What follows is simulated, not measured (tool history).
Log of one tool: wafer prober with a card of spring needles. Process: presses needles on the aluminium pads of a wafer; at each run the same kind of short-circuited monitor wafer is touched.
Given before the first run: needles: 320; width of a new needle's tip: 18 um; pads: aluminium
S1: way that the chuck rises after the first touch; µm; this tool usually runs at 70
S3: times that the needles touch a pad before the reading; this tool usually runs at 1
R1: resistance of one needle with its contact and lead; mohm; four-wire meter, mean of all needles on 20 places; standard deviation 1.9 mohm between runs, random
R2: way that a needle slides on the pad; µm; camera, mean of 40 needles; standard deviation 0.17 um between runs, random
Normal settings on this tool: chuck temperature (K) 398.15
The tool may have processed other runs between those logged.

{"run": 1, "hour": 0.0, "S1": 70, "chuck temperature (K)": 398.15, "S3": 1, "R1": 210, "R2": 17.02}
{"hour": 7.9, "done": "tips cleaned on abrasive film"}
{"hour": 15.9, "done": "tips cleaned on abrasive film"}
{"hour": 23.8, "done": "tips cleaned on abrasive film"}
{"run": 2, "hour": 26.2, "S1": 70, "chuck temperature (K)": 398.15, "S3": 1, "R1": 249, "R2": 16.74}
{"hour": 31.0, "done": "tips cleaned on abrasive film"}
{"hour": 39.0, "done": "tips cleaned on abrasive film"}
{"hour": 45.3, "done": "tips cleaned on abrasive film"}
{"hour": 53.3, "done": "tips cleaned on abrasive film"}
{"hour": 61.2, "done": "tips cleaned on abrasive film"}
{"hour": 69.2, "done": "tips cleaned on abrasive film"}
{"run": 3, "hour": 71.8, "S1": 70, "chuck temperature (K)": 398.15, "S3": 1, "R1": 251, "R2": 16.82}
{"hour": 76.6, "done": "tips cleaned on abrasive film"}
{"hour": 84.6, "done": "tips cleaned on abrasive film"}
{"hour": 92.5, "done": "tips cleaned on abrasive film"}
{"hour": 100.5, "done": "tips cleaned on abrasive film"}
{"hour": 108.4, "done": "tips cleaned on abrasive film"}
{"hour": 115.1, "done": "tips cleaned on abrasive film"}
{"run": 4, "hour": 115.1, "S1": 70, "chuck temperature (K)": 327.15, "S3": 1, "R1": 198, "R2": 16.36}
{"hour": 123.1, "done": "tips cleaned on abrasive film"}
{"hour": 131.0, "done": "tips cleaned on abrasive film"}
{"hour": 139.0, "done": "tips cleaned on abrasive film"}
{"run": 5, "hour": 145.2, "S1": 76, "chuck temperature (K)": 327.15, "S3": 1, "R1": 281, "R2": 17.99}
{"hour": 146.9, "done": "tips cleaned on abrasive film"}
{"hour": 153.2, "done": "tips cleaned on abrasive film"}
{"hour": 161.2, "done": "tips cleaned on abrasive film"}
{"hour": 164.6, "done": "height of the first contact set anew"}
{"hour": 169.4, "done": "tips cleaned on abrasive film"}
{"hour": 176.8, "done": "tips cleaned on abrasive film"}
{"run": 6, "hour": 176.8, "S1": 70, "chuck temperature (K)": 398.15, "S3": 1, "R1": 206, "R2": 17.72}
{"hour": 183.2, "done": "tips cleaned on abrasive film"}
{"hour": 191.1, "done": "tips cleaned on abrasive film"}
{"hour": 199.1, "done": "tips cleaned on abrasive film"}
{"hour": 207.0, "done": "tips cleaned on abrasive film"}
{"hour": 215.0, "done": "tips cleaned on abrasive film"}
{"run": 7, "hour": 215.5, "S1": 70, "chuck temperature (K)": 398.15, "S3": 1, "R1": 217, "R2": 17.46}
{"hour": 221.9, "done": "tips cleaned on abrasive film"}
{"hour": 229.9, "done": "tips cleaned on abrasive film"}
{"hour": 237.8, "done": "tips cleaned on abrasive film"}
{"hour": 245.7, "done": "tips cleaned on abrasive film"}
{"hour": 253.2, "done": "tips cleaned on abrasive film"}
{"run": 8, "hour": 253.2, "S1": 55, "chuck temperature (K)": 323.15, "S3": 2, "R1": 203, "R2": 13.78}
{"hour": 261.1, "done": "tips cleaned on abrasive film"}
{"hour": 269.1, "done": "tips cleaned on abrasive film"}
{"hour": 277.0, "done": "tips cleaned on abrasive film"}
{"hour": 284.9, "done": "tips cleaned on abrasive film"}
{"hour": 291.3, "done": "tips cleaned on abrasive film"}
{"hour": 299.3, "done": "tips cleaned on abrasive film"}
{"run": 9, "hour": 301.8, "S1": 55, "chuck temperature (K)": 323.15, "S3": 2, "R1": 244, "R2": 13.73}
{"hour": 306.6, "done": "tips cleaned on abrasive film"}
{"hour": 314.5, "done": "tips cleaned on abrasive film"}
{"hour": 322.5, "done": "tips cleaned on abrasive film"}
{"hour": 328.9, "done": "tips cleaned on abrasive film"}
{"hour": 336.8, "done": "tips cleaned on abrasive film"}
{"hour": 343.2, "done": "tips cleaned on abrasive film"}
{"hour": 350.4, "done": "tips cleaned on abrasive film"}
{"run": 10, "hour": 350.4, "S1": 59, "chuck temperature (K)": 335.15, "S3": 1, "R1": 202, "R2": 14.32}
{"hour": 358.4, "done": "tips cleaned on abrasive film"}
{"hour": 366.3, "done": "tips cleaned on abrasive film"}
{"hour": 372.7, "done": "tips cleaned on abrasive film"}
{"hour": 380.6, "done": "tips cleaned on abrasive film"}
{"run": 11, "hour": 380.9, "S1": 84, "chuck temperature (K)": 398.15, "S3": 1, "R1": 212, "R2": 20.89}
{"hour": 387.3, "done": "tips cleaned on abrasive film"}
{"hour": 395.2, "done": "tips cleaned on abrasive film"}
{"hour": 403.2, "done": "tips cleaned on abrasive film"}
{"run": 12, "hour": 405.8, "S1": 73, "chuck temperature (K)": 330.15, "S3": 3, "R1": 207, "R2": 17.94}
{"hour": 410.6, "done": "tips cleaned on abrasive film"}
{"hour": 418.5, "done": "tips cleaned on abrasive film"}
{"hour": 426.5, "done": "tips cleaned on abrasive film"}
{"hour": 432.9, "done": "tips cleaned on abrasive film"}
{"hour": 440.8, "done": "tips cleaned on abrasive film"}
{"hour": 448.7, "done": "tips cleaned on abrasive film"}
{"run": 13, "hour": 451.1, "S1": 71, "chuck temperature (K)": 338.15, "S3": 2, "R1": 229, "R2": 17.13}
{"hour": 455.9, "done": "tips cleaned on abrasive film"}
{"hour": 463.8, "done": "tips cleaned on abrasive film"}
{"hour": 471.8, "done": "tips cleaned on abrasive film"}
{"hour": 478.1, "done": "tips cleaned on abrasive film"}
{"hour": 486.1, "done": "tips cleaned on abrasive film"}
{"hour": 494.0, "done": "tips cleaned on abrasive film"}
{"hour": 502.0, "done": "tips cleaned on abrasive film"}
{"run": 14, "hour": 508.0, "S1": 71, "chuck temperature (K)": 338.15, "S3": 2, "R1": 261, "R2": 17.17}

Alternative continuations, all from the tool just after run 14; predict every row:
{"hour": 509.6, "done": "tips cleaned on abrasive film"}
{"hour": 517.6, "done": "tips cleaned on abrasive film"}
{"hour": 525.5, "done": "tips cleaned on abrasive film"}
{"hour": 533.4, "done": "tips cleaned on abrasive film"}
{"hour": 539.8, "done": "tips cleaned on abrasive film"}
{"hour": 547.8, "done": "tips cleaned on abrasive film"}
{"hour": 555.7, "done": "tips cleaned on abrasive film"}
{"run": "A", "hour": 556.9, "S1": 70, "chuck temperature (K)": 333.15, "S3": 1, "R1": "?", "R2": "?"}
{"hour": 509.6, "done": "tips cleaned on abrasive film"}
{"hour": 517.6, "done": "tips cleaned on abrasive film"}
{"hour": 525.5, "done": "tips cleaned on abrasive film"}
{"hour": 533.4, "done": "tips cleaned on abrasive film"}
{"hour": 539.8, "done": "tips cleaned on abrasive film"}
{"hour": 547.8, "done": "tips cleaned on abrasive film"}
{"hour": 555.7, "done": "tips cleaned on abrasive film"}
{"run": "B", "hour": 556.9, "S1": 71, "chuck temperature (K)": 368.15, "S3": 2, "R1": "?", "R2": "?"}
{"hour": 509.6, "done": "tips cleaned on abrasive film"}
{"hour": 517.6, "done": "tips cleaned on abrasive film"}
{"hour": 525.5, "done": "tips cleaned on abrasive film"}
{"hour": 533.4, "done": "tips cleaned on abrasive film"}
{"hour": 539.8, "done": "tips cleaned on abrasive film"}
{"hour": 547.8, "done": "tips cleaned on abrasive film"}
{"hour": 555.7, "done": "tips cleaned on abrasive film"}
{"run": "C", "hour": 556.9, "S1": 71, "chuck temperature (K)": 318.15, "S3": 2, "R1": "?", "R2": "?"}
{"hour": 509.6, "done": "tips cleaned on abrasive film"}
{"hour": 517.6, "done": "tips cleaned on abrasive film"}
{"hour": 525.5, "done": "tips cleaned on abrasive film"}
{"hour": 533.4, "done": "tips cleaned on abrasive film"}
{"hour": 539.8, "done": "tips cleaned on abrasive film"}
{"hour": 547.8, "done": "tips cleaned on abrasive film"}
{"hour": 555.7, "done": "tips cleaned on abrasive film"}
{"run": "D", "hour": 556.9, "S1": 58, "chuck temperature (K)": 337.15, "S3": 1, "R1": "?", "R2": "?"}
{"hour": 509.6, "done": "tips cleaned on abrasive film"}
{"hour": 517.6, "done": "tips cleaned on abrasive film"}
{"hour": 525.5, "done": "tips cleaned on abrasive film"}
{"hour": 533.4, "done": "tips cleaned on abrasive film"}
{"hour": 539.8, "done": "tips cleaned on abrasive film"}
{"hour": 547.8, "done": "tips cleaned on abrasive film"}
{"hour": 555.7, "done": "tips cleaned on abrasive film"}
{"run": "E", "hour": 556.9, "S1": 70, "chuck temperature (K)": 373.15, "S3": 1, "R1": "?", "R2": "?"}

run=A R1=224 R2=17.06
run=B R1=219 R2=16.77
run=C R1=212 R2=17.12
run=D R1=247 R2=13.69
run=E R1=232 R2=16.69
Had the tool no hidden state, the same runs would have come out as:
run=A R1=182 R2=18.17
run=B R1=192 R2=17.85
run=C R1=184 R2=18.24
run=D R1=186 R2=14.78
run=E R1=191 R2=17.79
